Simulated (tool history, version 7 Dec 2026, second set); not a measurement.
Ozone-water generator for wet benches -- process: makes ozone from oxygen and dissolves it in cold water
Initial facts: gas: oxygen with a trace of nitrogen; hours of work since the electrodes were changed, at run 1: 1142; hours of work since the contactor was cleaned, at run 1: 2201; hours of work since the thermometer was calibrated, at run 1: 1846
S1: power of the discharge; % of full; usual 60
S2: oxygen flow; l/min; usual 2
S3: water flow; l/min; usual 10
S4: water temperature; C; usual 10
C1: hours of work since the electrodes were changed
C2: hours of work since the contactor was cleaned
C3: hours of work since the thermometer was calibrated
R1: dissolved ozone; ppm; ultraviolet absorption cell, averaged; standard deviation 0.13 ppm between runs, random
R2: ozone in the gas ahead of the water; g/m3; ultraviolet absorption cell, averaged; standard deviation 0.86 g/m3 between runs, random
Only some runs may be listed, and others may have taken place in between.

run 1 hour=0 | S1=60 S2=2 S3=10 S4=10 | C1=1142 C2=2201 C3=1846 | R1=13.7 R2=136.5
run 2 hour=50.5 | S1=60 S2=2 S3=10 S4=10 | C1=1173 C2=2231 C3=1877 | R1=13.6 R2=136
run 3 hour=110.9 | S1=60 S2=2 S3=10 S4=6 | C1=1210 C2=2268 C3=1913 | R1=14.1 R2=136
run 4 hour=140.4 | S1=60 S2=2 S3=10 S4=6 | C1=1228 C2=2286 C3=1931 | R1=13.9 R2=136.9
run 5 hour=173.5 | S1=60 S2=2 S3=10 S4=6 | C1=1248 C2=2306 C3=1951 | R1=14.1 R2=136.8
run 6 hour=224.5 | S1=60 S2=2 S3=10 S4=10 | C1=1279 C2=2337 C3=1982 | R1=13.7 R2=136.5
run 7 hour=269.7 | S1=60 S2=2 S3=10 S4=10 | C1=1306 C2=2365 C3=2010 | R1=13.3 R2=135.7
run 8 hour=309.5 | S1=60 S2=2 S3=10 S4=10 | C1=1330 C2=2389 C3=2034 | R1=13.4 R2=135.6
run 9 hour=352.9 | S1=60 S2=1.63 S3=10 S4=10 | C1=1357 C2=2415 C3=2060 | R1=13 R2=148.3
run 10 hour=396.2 | S1=60 S2=1.63 S3=10 S4=10 | C1=1383 C2=2441 C3=2087 | R1=12.7 R2=145.6
run 11 hour=433.8 | S1=60 S2=1.63 S3=10 S4=10 | C1=1406 C2=2464 C3=2109 | R1=12.6 R2=147.9
run 12 hour=464.4 | S1=60 S2=1.23 S3=10 S4=13 | C1=1424 C2=2483 C3=2128 | R1=11.4 R2=164.6
run 13 hour=526 | S1=60 S2=3.07 S3=8 S4=10 | C1=1462 C2=2520 C3=2165 | R1=17.6 R2=113.3
run 14 hour=571.6 | S1=82 S2=3.07 S3=7 S4=5 | C1=1489 C2=2548 C3=2193 | R1=25.3 R2=138.5
run 15 hour=600.2 | S1=91 S2=3.47 S3=9 S4=16 | C1=1507 C2=2565 C3=2210 | R1=18.7 R2=140.9
run 16 hour=645.2 | S1=91 S2=3.47 S3=9 S4=16 | C1=1534 C2=2593 C3=2238 | R1=18.9 R2=140.6
run 17 hour=688 | S1=91 S2=3.47 S3=9 S4=16 | C1=1560 C2=2619 C3=2264 | R1=19 R2=138.9
run 18 hour=723.9 | S1=98 S2=2.42 S3=7 S4=7 | C1=1582 C2=2640 C3=2286 | R1=26.8 R2=169.3
run 19 hour=756.6 | S1=98 S2=2.42 S3=7 S4=7 | C1=1602 C2=2660 C3=2305 | R1=26.6 R2=167.5
run 20 hour=784.2 | S1=98 S2=3.21 S3=7 S4=7 | C1=1619 C2=2677 C3=2322 | R1=27.5 R2=149.9
run 21 hour=844 | S1=60 S2=1.05 S3=10 S4=15 | C1=1655 C2=2713 C3=2358 | R1=10.4 R2=175.1
run 22 hour=870.6 | S1=60 S2=1.5 S3=10 S4=14 | C1=1671 C2=2729 C3=2375 | R1=11.9 R2=150.5

Alternative continuations, all from the tool just after run 22; predict every row:
run A hour=916.4 | S1=60 S2=2 S3=11 S4=5 | C1=1699 C2=2757 C3=2402 | R1=? R2=?
run B hour=916.4 | S1=53 S2=2 S3=10 S4=7 | C1=1699 C2=2757 C3=2402 | R1=? R2=?
run C hour=916.4 | S1=60 S2=2 S3=10 S4=11 | C1=1699 C2=2757 C3=2402 | R1=? R2=?

run=A R1=12.7 R2=134.4
run=B R1=12.9 R2=125.3
run=C R1=13.1 R2=135.8
Take away the tool's hidden state, keep each run's random variation, and the runs would have read:
run=A R1=13.6 R2=139.5
run=B R1=13.7 R2=129.6
run=C R1=14 R2=140.9
